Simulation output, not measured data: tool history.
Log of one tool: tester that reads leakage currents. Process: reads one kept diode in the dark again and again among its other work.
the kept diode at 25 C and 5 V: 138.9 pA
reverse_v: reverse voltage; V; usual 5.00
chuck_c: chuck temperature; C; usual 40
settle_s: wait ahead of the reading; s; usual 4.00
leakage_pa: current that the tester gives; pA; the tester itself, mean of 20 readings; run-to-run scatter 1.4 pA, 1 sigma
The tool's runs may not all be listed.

run      day  reverse_v  chuck_c  settle_s  leakage_pa
  1    0.000       5.00       40      4.00      473.16
  2    5.271       5.00       40      4.00      475.18
  3   14.508       5.00       40      4.00      475.26
  4   23.517       5.00       40      4.00      477.60
  5   28.700       5.00       40      4.00      480.83
  6   34.538       5.00       40      4.00      481.84
  7   39.096       6.78       40      4.00      568.40
  8   46.983      16.85       40      4.00      932.81
  9   54.796      16.85       40      4.00      937.79
      59.729  -- probe card cleaned and baked
 10   63.346       5.00       40      0.48      485.57
 11   68.933       5.00       40      0.53      487.96
 12   78.562       5.00       40      0.53      491.92
 13   82.892       5.00       40      0.53      492.45
 14   87.812       5.00       40      0.53      492.71
 15   92.958       5.00       40      0.53      495.41
 16  102.433       5.00       40      0.53      499.60
 17  111.933       5.00       40      0.53      499.43
 18  119.529       5.00       47      1.10      843.28
 19  126.175       5.00       47      0.41      846.61
 20  133.867      10.62       20      2.05      157.36
     134.679  -- chuck's temperature calibrated
 21  141.350       5.00       38      4.17      447.18
 22  148.421       2.40       24      0.61      101.58
 23  153.888       1.66       24      0.41       83.47
     159.800  -- chuck's temperature calibrated, once more
 24  163.521       3.76       43      9.28      499.44
 25  168.929       3.76       43      9.28      499.77
 26  174.588       5.03       36      0.32      347.19
 27  181.979       5.03       36      2.07      346.00
 28  188.900      12.92       36      1.14      579.12
 29  193.146      12.92       36      1.14      583.32

What if the next run were any one of these 3? Each begins from the tool's condition after run 29:
  A  197.317       5.00       43      0.31           ?
  B  197.317       5.35       20      4.63           ?
  C  197.317       1.17       20      7.63           ?

run  leakage_pa
  A      593.78
  B      101.60
  C       44.32
With the hidden condition removed and each run's random variation left untouched, the same runs would have given:
run  leakage_pa
  A      575.67
  B       94.43
  C       42.18
